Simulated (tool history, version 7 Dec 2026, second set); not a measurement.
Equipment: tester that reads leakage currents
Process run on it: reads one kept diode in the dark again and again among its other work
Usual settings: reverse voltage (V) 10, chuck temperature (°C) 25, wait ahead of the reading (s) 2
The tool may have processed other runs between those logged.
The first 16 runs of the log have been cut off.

run	day	reverse voltage (V)	chuck temperature (°C)	wait ahead of the reading (s)	hours of work since the probe card was cleaned	hours of work since the tester was calibrated	hours of work since the chuck was calibrated	current that the tester gives (pA)
17	29.954	2.7	25	2	211	1095	963	109.24
18	31.279	2.7	25	2	228	1113	980	108.33
19	33.729	2.7	25	2	261	1146	1013	107.89
20	34.954	1.3	25	2	278	1162	1030	74.61
21	36.871	8.4	23	0.53	303	1188	1055	161.66
22	38.738	1.3	49	0.72	328	1213	1080	613.53
23	40.942	13	25	9.87	358	1243	1110	237.36
24	42.638	10	42	4.84	381	1266	1133	959.93
25	44.329	16.7	41	0.34	403	1288	1155	1156.93
26	45.775	16.7	30	0.31	423	1308	1175	446.45
# day 47.325: chuck's temperature calibrated
27	47.988	16.7	30	0.31	451	1336	9	531.71
28	49.575	8.3	45	1.26	473	1358	30	1327.73
29	51.579	2.8	28	7.03	500	1385	57	170.77
30	52.808	10	52	0.52	516	1401	74	2560.09
31	53.812	2.9	52	3.87	530	1415	87	1353.09
32	54.833	3.2	52	0.93	543	1428	101	1419.29
33	55.821	2.6	52	0.93	557	1441	114	1277.59
34	57.512	7.2	23	0.34	579	1464	137	178.36
35	59.554	7.2	23	0.34	607	1492	164	176.66
36	61.317	11.7	45	0.36	630	1515	188	1547.96
37	62.538	10	25	9.41	647	1532	204	239.85
38	63.888	15.6	25	9.41	665	1550	222	304.8
39	65.854	6.6	25	9.41	691	1576	249	194.39

Below are 3 alternative next runs, each starting from the tool's condition after run 39. Predict each:
A	67.883	6.6	25	1.71	719	1603	276	?
B	67.883	2.1	20	0.41	719	1603	276	?
C	67.883	12.7	25	2	719	1603	276	?

run	current that the tester gives (pA)
A	193.93
B	68.22
C	271.49
With no hidden state in the tool, these same runs would have given:
run	current that the tester gives (pA)
A	201.28
B	70.87
C	281.37

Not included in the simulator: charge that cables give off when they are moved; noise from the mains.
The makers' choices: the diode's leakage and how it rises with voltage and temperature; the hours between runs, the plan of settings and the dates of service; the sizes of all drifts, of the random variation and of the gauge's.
